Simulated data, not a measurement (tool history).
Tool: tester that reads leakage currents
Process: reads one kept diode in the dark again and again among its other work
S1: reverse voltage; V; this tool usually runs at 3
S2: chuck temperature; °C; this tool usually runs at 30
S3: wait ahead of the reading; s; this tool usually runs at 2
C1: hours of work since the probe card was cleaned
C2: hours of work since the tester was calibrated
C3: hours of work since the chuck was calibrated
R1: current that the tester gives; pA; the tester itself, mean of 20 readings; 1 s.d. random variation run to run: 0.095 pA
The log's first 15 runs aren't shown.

| run | hour | S1 | S2 | S3 | C1 | C2 | C3 | R1 |
|---|---|---|---|---|---|---|---|---|
| 16 | 1146.9 | 3 | 30 | 2 | 179 | 2470 | 96 | 27.6 |
| 17 | 1206.8 | 3 | 30 | 2 | 208 | 2500 | 126 | 27.75 |
| 18 | 1309.7 | 3 | 30 | 2 | 259 | 2550 | 176 | 28.08 |
| 19 | 1410 | 3 | 30 | 0.31 | 308 | 2600 | 226 | 29.21 |
| 20 | 1459.6 | 3 | 28 | 0.31 | 332 | 2624 | 250 | 24.75 |
| 21 | 1551.5 | 15.3 | 57 | 9.78 | 378 | 2669 | 295 | 525.44 |
|  | 1560.6 | tester calibrated |
| 22 | 1610.2 | 3.65 | 48 | 2 | 406 | 24 | 323 | 138.61 |
| 23 | 1721.8 | 1.17 | 30 | 2 | 460 | 79 | 378 | 18.7 |
| 24 | 1768.5 | 3 | 43 | 0.52 | 483 | 102 | 401 | 86.36 |
|  | 1837.8 | tester calibrated, once more |
| 25 | 1853.8 | 6.6 | 41 | 0.52 | 524 | 8 | 442 | 104.28 |
| 26 | 1920.3 | 1.39 | 30 | 5.25 | 557 | 41 | 475 | 20.1 |
| 27 | 1970 | 1.62 | 30 | 0.62 | 582 | 65 | 499 | 21.8 |
| 28 | 2029.2 | 3.02 | 57 | 2 | 611 | 94 | 528 | 254.31 |
| 29 | 2079.4 | 1.52 | 50 | 1.79 | 635 | 119 | 553 | 109.13 |
| 30 | 2135.1 | 13.38 | 28 | 3.36 | 663 | 146 | 581 | 49.6 |
| 31 | 2221.2 | 13.38 | 59 | 0.66 | 705 | 189 | 623 | 582.1 |
| 32 | 2288.3 | 13.38 | 59 | 0.66 | 738 | 222 | 656 | 586.5 |
| 33 | 2380.2 | 11.91 | 30 | 2 | 783 | 267 | 701 | 57.03 |
| 34 | 2447 | 5.2 | 30 | 2.88 | 816 | 300 | 734 | 38.28 |
| 35 | 2494.8 | 3.19 | 27 | 2.88 | 840 | 323 | 758 | 23.61 |
| 36 | 2588.3 | 3.19 | 27 | 2.88 | 886 | 369 | 804 | 23.68 |
| 37 | 2651.8 | 3.19 | 24 | 2.17 | 917 | 401 | 835 | 18.41 |
| 38 | 2730.8 | 14.29 | 31 | 5.83 | 956 | 439 | 874 | 68.75 |
| 39 | 2787.3 | 1.77 | 28 | 0.64 | 984 | 467 | 901 | 20.11 |
| 40 | 2861.4 | 1.77 | 28 | 0.64 | 1020 | 504 | 938 | 20.03 |

Here are 3 independent what-if runs from the current tool condition. What would each one return?
| A | 2934 | 3 | 45 | 2 | 1056 | 539 | 974 | ? |
| B | 2934 | 3 | 30 | 0.4 | 1056 | 539 | 974 | ? |
| C | 2934 | 19.86 | 23 | 0.64 | 1056 | 539 | 974 | ? |

| run | R1 |
|---|---|
| A | 104.77 |
| B | 31.42 |
| C | 46.56 |
Take away the tool's hidden state, keep each run's random variation, and the runs would have read:
| run | R1 |
|---|---|
| A | 95.24 |
| B | 27.79 |
| C | 36.87 |
